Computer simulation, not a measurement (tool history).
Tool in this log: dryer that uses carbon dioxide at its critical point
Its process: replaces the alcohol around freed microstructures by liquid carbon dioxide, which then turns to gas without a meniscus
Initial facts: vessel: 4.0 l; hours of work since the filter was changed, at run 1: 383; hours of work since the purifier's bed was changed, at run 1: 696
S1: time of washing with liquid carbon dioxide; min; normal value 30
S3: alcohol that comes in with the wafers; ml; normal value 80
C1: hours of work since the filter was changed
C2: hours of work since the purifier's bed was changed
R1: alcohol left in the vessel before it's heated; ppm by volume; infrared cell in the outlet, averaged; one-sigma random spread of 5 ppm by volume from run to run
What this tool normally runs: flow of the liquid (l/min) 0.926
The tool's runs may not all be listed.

{"run": 1, "day": 0.0, "S1": 30, "flow of the liquid (l/min)": 0.926, "S3": 80, "C1": 383, "C2": 696, "R1": 339}
{"run": 2, "day": 2.179, "S1": 30, "flow of the liquid (l/min)": 0.926, "S3": 80, "C1": 408, "C2": 721, "R1": 341}
{"run": 3, "day": 3.638, "S1": 30, "flow of the liquid (l/min)": 0.926, "S3": 80, "C1": 425, "C2": 737, "R1": 357}
{"day": 5.879, "done": "purifier's bed changed"}
{"run": 4, "day": 6.117, "S1": 30, "flow of the liquid (l/min)": 1.105, "S3": 80, "C1": 451, "C2": 3, "R1": 41}
{"run": 5, "day": 8.117, "S1": 30, "flow of the liquid (l/min)": 1.105, "S3": 80, "C1": 474, "C2": 26, "R1": 45}
{"run": 6, "day": 9.162, "S1": 30, "flow of the liquid (l/min)": 0.957, "S3": 80, "C1": 486, "C2": 38, "R1": 88}
{"run": 7, "day": 10.254, "S1": 30, "flow of the liquid (l/min)": 0.957, "S3": 80, "C1": 499, "C2": 50, "R1": 98}
{"day": 12.421, "done": "inlet filter changed"}
{"run": 8, "day": 12.462, "S1": 30, "flow of the liquid (l/min)": 0.957, "S3": 80, "C1": 1, "C2": 75, "R1": 63}
{"run": 9, "day": 13.688, "S1": 30, "flow of the liquid (l/min)": 0.957, "S3": 80, "C1": 14, "C2": 89, "R1": 72}
{"run": 10, "day": 14.933, "S1": 30, "flow of the liquid (l/min)": 0.957, "S3": 80, "C1": 29, "C2": 103, "R1": 75}
{"run": 11, "day": 16.242, "S1": 30, "flow of the liquid (l/min)": 0.957, "S3": 80, "C1": 44, "C2": 118, "R1": 85}
{"run": 12, "day": 17.208, "S1": 30, "flow of the liquid (l/min)": 0.957, "S3": 80, "C1": 55, "C2": 129, "R1": 83}
{"run": 13, "day": 18.35, "S1": 30, "flow of the liquid (l/min)": 0.926, "S3": 39, "C1": 68, "C2": 142, "R1": 87}
{"run": 14, "day": 19.571, "S1": 30, "flow of the liquid (l/min)": 0.926, "S3": 80, "C1": 82, "C2": 156, "R1": 98}
{"run": 15, "day": 21.754, "S1": 30, "flow of the liquid (l/min)": 0.926, "S3": 80, "C1": 107, "C2": 181, "R1": 116}
{"run": 16, "day": 23.683, "S1": 30, "flow of the liquid (l/min)": 0.926, "S3": 80, "C1": 129, "C2": 203, "R1": 123}
{"run": 17, "day": 25.962, "S1": 30, "flow of the liquid (l/min)": 0.926, "S3": 80, "C1": 155, "C2": 229, "R1": 129}
{"run": 18, "day": 27.471, "S1": 30, "flow of the liquid (l/min)": 0.926, "S3": 80, "C1": 172, "C2": 246, "R1": 137}
{"run": 19, "day": 29.825, "S1": 30, "flow of the liquid (l/min)": 0.926, "S3": 80, "C1": 199, "C2": 273, "R1": 157}
{"run": 20, "day": 31.904, "S1": 30, "flow of the liquid (l/min)": 0.926, "S3": 80, "C1": 223, "C2": 297, "R1": 169}
{"run": 21, "day": 34.2, "S1": 18, "flow of the liquid (l/min)": 0.887, "S3": 25, "C1": 249, "C2": 323, "R1": 329}
{"run": 22, "day": 35.95, "S1": 18, "flow of the liquid (l/min)": 0.887, "S3": 25, "C1": 269, "C2": 343, "R1": 329}
{"run": 23, "day": 37.758, "S1": 27, "flow of the liquid (l/min)": 0.926, "S3": 36, "C1": 290, "C2": 364, "R1": 186}
{"run": 24, "day": 39.579, "S1": 30, "flow of the liquid (l/min)": 1.453, "S3": 80, "C1": 311, "C2": 385, "R1": 152}
{"run": 25, "day": 41.142, "S1": 30, "flow of the liquid (l/min)": 1.453, "S3": 36, "C1": 328, "C2": 403, "R1": 169}
{"run": 26, "day": 42.546, "S1": 41, "flow of the liquid (l/min)": 1.453, "S3": 36, "C1": 344, "C2": 419, "R1": 174}
{"run": 27, "day": 44.912, "S1": 18, "flow of the liquid (l/min)": 1.203, "S3": 21, "C1": 371, "C2": 446, "R1": 238}
{"run": 28, "day": 46.767, "S1": 24, "flow of the liquid (l/min)": 0.926, "S3": 71, "C1": 393, "C2": 467, "R1": 367}
{"run": 29, "day": 49.129, "S1": 24, "flow of the liquid (l/min)": 0.926, "S3": 71, "C1": 420, "C2": 494, "R1": 379}
{"run": 30, "day": 50.617, "S1": 31, "flow of the liquid (l/min)": 0.691, "S3": 71, "C1": 437, "C2": 511, "R1": 426}
{"run": 31, "day": 52.788, "S1": 37, "flow of the liquid (l/min)": 0.635, "S3": 80, "C1": 462, "C2": 536, "R1": 365}
{"run": 32, "day": 54.767, "S1": 30, "flow of the liquid (l/min)": 1.539, "S3": 80, "C1": 484, "C2": 558, "R1": 223}
{"run": 33, "day": 56.25, "S1": 30, "flow of the liquid (l/min)": 1.197, "S3": 113, "C1": 501, "C2": 575, "R1": 252}
{"run": 34, "day": 57.454, "S1": 30, "flow of the liquid (l/min)": 1.197, "S3": 113, "C1": 515, "C2": 589, "R1": 259}
{"day": 58.129, "done": "inlet filter changed"}
{"run": 35, "day": 59.479, "S1": 28, "flow of the liquid (l/min)": 1.527, "S3": 38, "C1": 15, "C2": 612, "R1": 241}
{"run": 36, "day": 60.496, "S1": 47, "flow of the liquid (l/min)": 1.145, "S3": 80, "C1": 27, "C2": 624, "R1": 247}
{"run": 37, "day": 62.696, "S1": 42, "flow of the liquid (l/min)": 0.792, "S3": 40, "C1": 52, "C2": 649, "R1": 258}
{"run": 38, "day": 64.375, "S1": 42, "flow of the liquid (l/min)": 1.115, "S3": 85, "C1": 71, "C2": 668, "R1": 260}
{"run": 39, "day": 66.442, "S1": 18, "flow of the liquid (l/min)": 0.561, "S3": 62, "C1": 95, "C2": 691, "R1": 1740}
{"run": 40, "day": 67.429, "S1": 30, "flow of the liquid (l/min)": 0.643, "S3": 77, "C1": 106, "C2": 703, "R1": 512}

Each row is a separate what-if for the run after 40, all from the same tool condition, not one after another. Results?
{"run": "A", "day": 69.571, "S1": 30, "flow of the liquid (l/min)": 0.666, "S3": 77, "C1": 131, "C2": 727, "R1": "?"}
{"run": "B", "day": 69.571, "S1": 30, "flow of the liquid (l/min)": 1.134, "S3": 77, "C1": 131, "C2": 727, "R1": "?"}
{"run": "C", "day": 69.571, "S1": 30, "flow of the liquid (l/min)": 0.815, "S3": 80, "C1": 131, "C2": 727, "R1": "?"}

run=A R1=485
run=B R1=312
run=C R1=367
With the hidden condition removed and each run's random variation left untouched, the same runs would have given:
run=A R1=174
run=B R1=21
run=C R1=70
